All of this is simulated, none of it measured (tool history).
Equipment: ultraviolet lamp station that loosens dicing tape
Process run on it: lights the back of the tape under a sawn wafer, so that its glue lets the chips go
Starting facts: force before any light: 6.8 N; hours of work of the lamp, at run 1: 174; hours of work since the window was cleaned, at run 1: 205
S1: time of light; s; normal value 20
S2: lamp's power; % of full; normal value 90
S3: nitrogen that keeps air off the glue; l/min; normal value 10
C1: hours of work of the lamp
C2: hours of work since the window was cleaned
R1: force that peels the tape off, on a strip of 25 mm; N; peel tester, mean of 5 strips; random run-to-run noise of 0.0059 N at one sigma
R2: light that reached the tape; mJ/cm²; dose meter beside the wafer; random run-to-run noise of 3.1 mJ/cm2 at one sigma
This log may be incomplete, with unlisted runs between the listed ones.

| run | hour | S1 | S2 | S3 | C1 | C2 | R1 | R2 |
|---|---|---|---|---|---|---|---|---|
| 1 | 0 | 20 | 90 | 10 | 174 | 205 | 0.254 | 416 |
| 2 | 50 | 20 | 90 | 10 | 197 | 227 | 0.247 | 406 |
| 3 | 73.7 | 20 | 90 | 8 | 207 | 238 | 0.293 | 399 |
| 4 | 104.8 | 20 | 90 | 8 | 221 | 252 | 0.302 | 397 |
| 5 | 135.9 | 20 | 90 | 8 | 236 | 266 | 0.318 | 390 |
| 6 | 181.4 | 20 | 90 | 8 | 256 | 287 | 0.328 | 380 |
| 7 | 219.3 | 20 | 90 | 8 | 273 | 304 | 0.344 | 378 |
| 8 | 267.4 | 33 | 90 | 10 | 295 | 326 | 0.095 | 606 |
|  | 286.7 | window cleaned of glue's vapour |
| 9 | 311.7 | 33 | 90 | 10 | 315 | 11 | 0.101 | 588 |
| 10 | 358.4 | 33 | 90 | 10 | 336 | 32 | 0.104 | 580 |
|  | 387.6 | window cleaned of glue's vapour, once more |
| 11 | 389.9 | 33 | 90 | 10 | 350 | 1 | 0.1 | 607 |
| 12 | 416.7 | 20 | 90 | 13 | 362 | 13 | 0.302 | 366 |
| 13 | 463.5 | 20 | 90 | 13 | 383 | 34 | 0.301 | 358 |
| 14 | 499.3 | 20 | 90 | 10 | 399 | 51 | 0.358 | 353 |
| 15 | 539.6 | 20 | 90 | 5 | 418 | 69 | 0.551 | 349 |
| 16 | 568.2 | 17 | 73 | 5 | 431 | 82 | 1.201 | 236 |
| 17 | 599.6 | 26 | 89 | 9 | 445 | 96 | 0.22 | 438 |
| 18 | 624 | 21 | 71 | 8 | 456 | 107 | 0.757 | 276 |
| 19 | 660.9 | 22 | 95 | 6 | 473 | 124 | 0.408 | 377 |
| 20 | 704.4 | 37 | 79 | 10 | 492 | 143 | 0.133 | 520 |
| 21 | 749.4 | 20 | 90 | 7 | 513 | 164 | 0.585 | 316 |
| 22 | 783.1 | 16 | 90 | 16 | 528 | 179 | 0.705 | 245 |
| 23 | 830.8 | 11 | 61 | 7 | 549 | 200 | 2.752 | 111 |
| 24 | 875.4 | 11 | 61 | 7 | 570 | 221 | 2.82 | 107 |
| 25 | 907.3 | 11 | 61 | 7 | 584 | 235 | 2.827 | 108 |
| 26 | 955.9 | 24 | 61 | 4 | 606 | 257 | 1.416 | 231 |

Run 27, settings as shown, results not yet in. Your forecast:
| 27 | 1000 | 12 | 68 | 8 | 626 | 277 | ? | ? |

For run 27 the tool returned R1 2.332 N, R2 128 mJ/cm².
The same run, on a tool lacking any hidden state, would have yielded R1 1.101 N, R2 222 mJ/cm².
